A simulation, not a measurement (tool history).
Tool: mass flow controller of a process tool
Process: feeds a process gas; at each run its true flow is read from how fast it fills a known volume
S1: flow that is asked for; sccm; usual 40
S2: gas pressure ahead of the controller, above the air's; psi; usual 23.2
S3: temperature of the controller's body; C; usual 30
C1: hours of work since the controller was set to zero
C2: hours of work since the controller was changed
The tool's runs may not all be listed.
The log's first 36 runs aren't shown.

{"run": 37, "hour": 6391.9, "S1": 40, "S2": 21.2, "S3": 30, "C1": 4581, "C2": 4581, "true flow (%)": 98.89}
{"run": 38, "hour": 6531.0, "S1": 40, "S2": 21.9, "S3": 31, "C1": 4637, "C2": 4637, "true flow (%)": 98.96}
{"run": 39, "hour": 6711.6, "S1": 22, "S2": 38.7, "S3": 31, "C1": 4709, "C2": 4709, "true flow (%)": 97.32}
{"run": 40, "hour": 6823.1, "S1": 19, "S2": 38.7, "S3": 25, "C1": 4754, "C2": 4754, "true flow (%)": 97.94}
{"run": 41, "hour": 7061.7, "S1": 40, "S2": 23.2, "S3": 29, "C1": 4850, "C2": 4850, "true flow (%)": 99.05}
{"run": 42, "hour": 7270.9, "S1": 16, "S2": 23.2, "S3": 25, "C1": 4933, "C2": 4933, "true flow (%)": 98.01}
{"run": 43, "hour": 7472.5, "S1": 26, "S2": 28.6, "S3": 30, "C1": 5014, "C2": 5014, "true flow (%)": 97.96}
{"run": 44, "hour": 7656.8, "S1": 8, "S2": 35.7, "S3": 25, "C1": 5088, "C2": 5088, "true flow (%)": 97.26}
{"run": 45, "hour": 7878.0, "S1": 13, "S2": 34.5, "S3": 30, "C1": 5176, "C2": 5176, "true flow (%)": 97.13}
{"run": 46, "hour": 8119.3, "S1": 13, "S2": 34.5, "S3": 30, "C1": 5273, "C2": 5273, "true flow (%)": 97.02}
{"run": 47, "hour": 8297.6, "S1": 14, "S2": 22, "S3": 35, "C1": 5344, "C2": 5344, "true flow (%)": 96.95}
{"run": 48, "hour": 8452.2, "S1": 28, "S2": 20.9, "S3": 30, "C1": 5406, "C2": 5406, "true flow (%)": 98.31}

Here are 4 independent what-if runs from the current tool condition. What would each one return?
{"run": "A", "hour": 8632.4, "S1": 14, "S2": 20.7, "S3": 30, "C1": 5478, "C2": 5478, "true flow (%)": "?"}
{"run": "B", "hour": 8632.4, "S1": 9, "S2": 40.5, "S3": 29, "C1": 5478, "C2": 5478, "true flow (%)": "?"}
{"run": "C", "hour": 8632.4, "S1": 18, "S2": 20.9, "S3": 30, "C1": 5478, "C2": 5478, "true flow (%)": "?"}
{"run": "D", "hour": 8632.4, "S1": 40, "S2": 23.2, "S3": 39, "C1": 5478, "C2": 5478, "true flow (%)": "?"}

run=A true_flow_(%)=97.59
run=B true_flow_(%)=96.75
run=C true_flow_(%)=97.81
run=D true_flow_(%)=98.14
With the hidden condition removed and each run's random variation left untouched, the same runs would have given:
run=A true_flow_(%)=97.58
run=B true_flow_(%)=96.74
run=C true_flow_(%)=97.81
run=D true_flow_(%)=98.14
